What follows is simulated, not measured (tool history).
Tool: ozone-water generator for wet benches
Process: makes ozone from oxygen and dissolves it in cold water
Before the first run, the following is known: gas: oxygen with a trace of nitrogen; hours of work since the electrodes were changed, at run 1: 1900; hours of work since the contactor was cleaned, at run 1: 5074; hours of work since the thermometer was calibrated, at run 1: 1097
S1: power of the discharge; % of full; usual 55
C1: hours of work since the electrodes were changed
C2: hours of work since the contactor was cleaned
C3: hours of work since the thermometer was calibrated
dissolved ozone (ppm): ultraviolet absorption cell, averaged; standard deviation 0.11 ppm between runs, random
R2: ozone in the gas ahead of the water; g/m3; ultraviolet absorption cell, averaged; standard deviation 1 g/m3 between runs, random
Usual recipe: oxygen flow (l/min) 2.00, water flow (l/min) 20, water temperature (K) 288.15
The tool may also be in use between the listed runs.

Run 1, day 0.000: usual settings; C1 1900; C2 5074; C3 1097. Result: dissolved ozone (ppm) 8.5, R2 175.6 g/m3.
Run 2, day 1.838: usual settings; C1 1941; C2 5115; C3 1138. Result: dissolved ozone (ppm) 8.2, R2 174.1 g/m3.
Run 3, day 3.658: usual settings; C1 1982; C2 5155; C3 1178. Result: dissolved ozone (ppm) 8.3, R2 175.3 g/m3.
Run 4, day 5.071: usual settings; C1 2013; C2 5187; C3 1210. Result: dissolved ozone (ppm) 8.2, R2 175.8 g/m3.
Run 5, day 6.683: usual settings; C1 2049; C2 5223; C3 1246. Result: dissolved ozone (ppm) 8.2, R2 173.9 g/m3.
Run 6, day 8.033: usual settings; C1 2079; C2 5253; C3 1276. Result: dissolved ozone (ppm) 8.0, R2 173.3 g/m3.

What does the tool deliver on the next run?
Run 7, day 9.742: usual settings but oxygen flow (l/min) 1.04, water temperature (K) 290.15; C1 2117; C2 5291; C3 1314. Result: dissolved ozone (ppm) ?, R2 ?.

Run 7 yielded dissolved ozone (ppm) 7.3, R2 265.6 g/m3.
Were there no unlogged condition in the tool, this run, its random variation unchanged, would have produced dissolved ozone (ppm) 7.9, R2 271.1 g/m3.

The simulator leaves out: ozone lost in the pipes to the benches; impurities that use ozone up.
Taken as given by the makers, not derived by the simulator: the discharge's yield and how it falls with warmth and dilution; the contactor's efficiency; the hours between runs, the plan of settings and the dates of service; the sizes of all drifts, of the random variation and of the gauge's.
